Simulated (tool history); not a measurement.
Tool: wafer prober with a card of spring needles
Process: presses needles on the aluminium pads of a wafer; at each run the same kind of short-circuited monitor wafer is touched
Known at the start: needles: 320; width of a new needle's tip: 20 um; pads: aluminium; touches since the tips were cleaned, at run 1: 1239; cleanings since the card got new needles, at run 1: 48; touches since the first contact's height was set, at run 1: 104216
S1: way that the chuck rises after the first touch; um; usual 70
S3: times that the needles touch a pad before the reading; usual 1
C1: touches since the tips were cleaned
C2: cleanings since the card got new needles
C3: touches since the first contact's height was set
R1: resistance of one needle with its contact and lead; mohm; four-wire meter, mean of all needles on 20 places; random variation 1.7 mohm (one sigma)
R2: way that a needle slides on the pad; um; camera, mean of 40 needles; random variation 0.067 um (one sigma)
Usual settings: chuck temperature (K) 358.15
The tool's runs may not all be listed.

{"run": 1, "day": 0.0, "S1": 70, "chuck temperature (K)": 358.15, "S3": 1, "C1": 1239, "C2": 48, "C3": 104216, "R1": 167, "R2": 14.84}
{"day": 0.158, "done": "tips cleaned on abrasive film"}
{"day": 0.579, "done": "tips cleaned on abrasive film"}
{"day": 0.938, "done": "tips cleaned on abrasive film"}
{"run": 2, "day": 1.15, "S1": 84, "chuck temperature (K)": 358.15, "S3": 1, "C1": 1062, "C2": 51, "C3": 109945, "R1": 163, "R2": 17.72}
{"day": 1.329, "done": "tips cleaned on abrasive film"}
{"day": 1.775, "done": "tips cleaned on abrasive film"}
{"run": 3, "day": 1.862, "S1": 84, "chuck temperature (K)": 358.15, "S3": 1, "C1": 436, "C2": 53, "C3": 113497, "R1": 163, "R2": 17.82}
{"day": 2.2, "done": "tips cleaned on abrasive film"}
{"day": 2.558, "done": "tips cleaned on abrasive film"}
{"run": 4, "day": 2.8, "S1": 84, "chuck temperature (K)": 358.15, "S3": 1, "C1": 1211, "C2": 55, "C3": 118183, "R1": 165, "R2": 17.77}
{"day": 2.979, "done": "tips cleaned on abrasive film"}
{"day": 3.338, "done": "tips cleaned on abrasive film"}
{"day": 3.696, "done": "tips cleaned on abrasive film"}
{"run": 5, "day": 3.908, "S1": 70, "chuck temperature (K)": 358.15, "S3": 1, "C1": 1075, "C2": 58, "C3": 123720, "R1": 167, "R2": 14.85}
{"day": 4.067, "done": "tips cleaned on abrasive film"}
{"day": 4.504, "done": "tips cleaned on abrasive film"}
{"run": 6, "day": 4.742, "S1": 70, "chuck temperature (K)": 358.15, "S3": 1, "C1": 1188, "C2": 60, "C3": 127863, "R1": 167, "R2": 14.89}
{"day": 4.917, "done": "tips cleaned on abrasive film"}
{"day": 5.338, "done": "tips cleaned on abrasive film"}
{"run": 7, "day": 5.454, "S1": 70, "chuck temperature (K)": 358.15, "S3": 1, "C1": 579, "C2": 62, "C3": 131418, "R1": 166, "R2": 14.8}
{"day": 5.758, "done": "tips cleaned on abrasive film"}
{"day": 6.204, "done": "tips cleaned on abrasive film"}
{"day": 6.596, "done": "tips cleaned on abrasive film"}
{"run": 8, "day": 6.596, "S1": 78, "chuck temperature (K)": 358.15, "S3": 1, "C1": 0, "C2": 65, "C3": 137109, "R1": 165, "R2": 16.4}
{"day": 6.992, "done": "tips cleaned on abrasive film"}
{"day": 7.408, "done": "tips cleaned on abrasive film"}
{"run": 9, "day": 7.454, "S1": 78, "chuck temperature (K)": 378.15, "S3": 1, "C1": 227, "C2": 67, "C3": 141407, "R1": 166, "R2": 16.43}
{"day": 7.808, "done": "tips cleaned on abrasive film"}
{"day": 8.225, "done": "tips cleaned on abrasive film"}
{"run": 10, "day": 8.55, "S1": 78, "chuck temperature (K)": 378.15, "S3": 1, "C1": 1644, "C2": 69, "C3": 146895, "R1": 166, "R2": 16.44}
{"day": 8.629, "done": "tips cleaned on abrasive film"}
{"day": 9.038, "done": "tips cleaned on abrasive film"}
{"day": 9.462, "done": "tips cleaned on abrasive film"}
{"run": 11, "day": 9.788, "S1": 78, "chuck temperature (K)": 378.15, "S3": 1, "C1": 1640, "C2": 72, "C3": 153061, "R1": 166, "R2": 16.53}
{"day": 9.879, "done": "tips cleaned on abrasive film"}
{"day": 10.275, "done": "tips cleaned on abrasive film"}
{"day": 10.7, "done": "tips cleaned on abrasive film"}
{"run": 12, "day": 10.796, "S1": 70, "chuck temperature (K)": 358.15, "S3": 1, "C1": 477, "C2": 75, "C3": 158080, "R1": 166, "R2": 14.84}
{"day": 11.125, "done": "tips cleaned on abrasive film"}
{"day": 11.533, "done": "tips cleaned on abrasive film"}
{"run": 13, "day": 11.788, "S1": 70, "chuck temperature (K)": 358.15, "S3": 1, "C1": 1263, "C2": 77, "C3": 163032, "R1": 168, "R2": 14.81}
{"day": 11.967, "done": "tips cleaned on abrasive film"}
{"day": 12.375, "done": "tips cleaned on abrasive film"}
{"run": 14, "day": 12.538, "S1": 70, "chuck temperature (K)": 358.15, "S3": 1, "C1": 821, "C2": 79, "C3": 166787, "R1": 167, "R2": 14.7}
{"day": 12.758, "done": "tips cleaned on abrasive film"}
{"day": 13.133, "done": "tips cleaned on abrasive film"}
{"run": 15, "day": 13.133, "S1": 70, "chuck temperature (K)": 358.15, "S3": 1, "C1": 0, "C2": 81, "C3": 169754, "R1": 166, "R2": 14.77}
{"day": 13.583, "done": "tips cleaned on abrasive film"}
{"run": 16, "day": 13.742, "S1": 70, "chuck temperature (K)": 358.15, "S3": 1, "C1": 798, "C2": 82, "C3": 172783, "R1": 168, "R2": 14.78}
{"day": 13.979, "done": "tips cleaned on abrasive film"}
{"day": 14.408, "done": "tips cleaned on abrasive film"}
{"day": 14.825, "done": "tips cleaned on abrasive film"}
{"run": 17, "day": 15.054, "S1": 68, "chuck temperature (K)": 332.15, "S3": 2, "C1": 1161, "C2": 85, "C3": 179352, "R1": 160, "R2": 14.25}
{"day": 15.238, "done": "tips cleaned on abrasive film"}
{"day": 15.671, "done": "tips cleaned on abrasive film"}
{"run": 18, "day": 15.767, "S1": 78, "chuck temperature (K)": 332.15, "S3": 1, "C1": 493, "C2": 87, "C3": 182898, "R1": 158, "R2": 16.5}
{"day": 16.112, "done": "tips cleaned on abrasive film"}
{"day": 16.212, "done": "height of the first contact set anew"}
{"day": 16.542, "done": "tips cleaned on abrasive film"}
{"run": 19, "day": 16.788, "S1": 58, "chuck temperature (K)": 305.15, "S3": 3, "C1": 1227, "C2": 89, "C3": 2873, "R1": 160, "R2": 12.21}
{"day": 16.967, "done": "tips cleaned on abrasive film"}
{"day": 17.371, "done": "tips cleaned on abrasive film"}
{"run": 20, "day": 17.55, "S1": 58, "chuck temperature (K)": 305.15, "S3": 3, "C1": 907, "C2": 91, "C3": 6686, "R1": 164, "R2": 12.12}
{"day": 17.729, "done": "tips cleaned on abrasive film"}
{"day": 18.167, "done": "tips cleaned on abrasive film"}
{"day": 18.554, "done": "tips cleaned on abrasive film"}
{"run": 21, "day": 18.554, "S1": 61, "chuck temperature (K)": 391.15, "S3": 1, "C1": 0, "C2": 94, "C3": 11681, "R1": 182, "R2": 12.7}
{"day": 18.95, "done": "tips cleaned on abrasive film"}
{"day": 19.338, "done": "tips cleaned on abrasive film"}
{"run": 22, "day": 19.412, "S1": 86, "chuck temperature (K)": 306.15, "S3": 1, "C1": 387, "C2": 96, "C3": 15972, "R1": 154, "R2": 18.05}
{"day": 19.742, "done": "tips cleaned on abrasive film"}
{"day": 20.167, "done": "tips cleaned on abrasive film"}
{"day": 20.542, "done": "tips cleaned on abrasive film"}
{"run": 23, "day": 20.542, "S1": 90, "chuck temperature (K)": 311.15, "S3": 2, "C1": 0, "C2": 99, "C3": 21594, "R1": 151, "R2": 18.9}
{"day": 20.933, "done": "tips cleaned on abrasive film"}
{"day": 21.317, "done": "tips cleaned on abrasive film"}
{"run": 24, "day": 21.517, "S1": 90, "chuck temperature (K)": 311.15, "S3": 2, "C1": 1000, "C2": 101, "C3": 26471, "R1": 153, "R2": 18.84}
{"day": 21.696, "done": "tips cleaned on abrasive film"}
{"day": 22.108, "done": "tips cleaned on abrasive film"}
{"day": 22.475, "done": "tips cleaned on abrasive film"}
{"run": 25, "day": 22.646, "S1": 64, "chuck temperature (K)": 304.15, "S3": 2, "C1": 860, "C2": 104, "C3": 32106, "R1": 160, "R2": 13.39}
{"day": 22.896, "done": "tips cleaned on abrasive film"}
{"day": 23.312, "done": "tips cleaned on abrasive film"}
{"day": 23.742, "done": "tips cleaned on abrasive film"}
{"run": 26, "day": 24.075, "S1": 88, "chuck temperature (K)": 333.15, "S3": 2, "C1": 1687, "C2": 107, "C3": 39247, "R1": 154, "R2": 18.33}
{"day": 24.146, "done": "tips cleaned on abrasive film"}
{"day": 24.575, "done": "tips cleaned on abrasive film"}
{"day": 24.942, "done": "tips cleaned on abrasive film"}
{"day": 25.371, "done": "tips cleaned on abrasive film"}
{"run": 27, "day": 25.371, "S1": 88, "chuck temperature (K)": 333.15, "S3": 2, "C1": 0, "C2": 111, "C3": 45707, "R1": 159, "R2": 18.52}
{"day": 25.812, "done": "tips cleaned on abrasive film"}
{"day": 26.204, "done": "tips cleaned on abrasive film"}
{"run": 28, "day": 26.204, "S1": 85, "chuck temperature (K)": 315.15, "S3": 2, "C1": 0, "C2": 113, "C3": 49868, "R1": 155, "R2": 17.61}

The same runs without the tool's hidden state, with the same run-to-run variation:
The hidden state here: debris on the tips, nm; way that the needles fall short of the set height, um; tips' diameter, um; drift of the gauge itself on contact_mohm, %; drift of the gauge itself on scrub_um, %.
run=1 R2=14.84
run=2 R2=17.74
run=3 R2=17.84
run=4 R2=17.81
run=5 R2=14.9
run=6 R2=14.95
run=7 R2=14.87
run=8 R2=16.49
run=9 R2=16.53
run=10 R2=16.56
run=11 R2=16.67
run=12 R2=14.97
run=13 R2=14.95
run=14 R2=14.85
run=15 R2=14.94
run=16 R2=14.95
run=17 R2=14.43
run=18 R2=16.71
run=19 R2=12.38
run=20 R2=12.3
run=21 R2=12.9
run=22 R2=18.34
run=23 R2=19.23
run=24 R2=19.18
run=25 R2=13.64
run=26 R2=18.7
run=27 R2=18.91
run=28 R2=17.99
R1: as measured in every run.
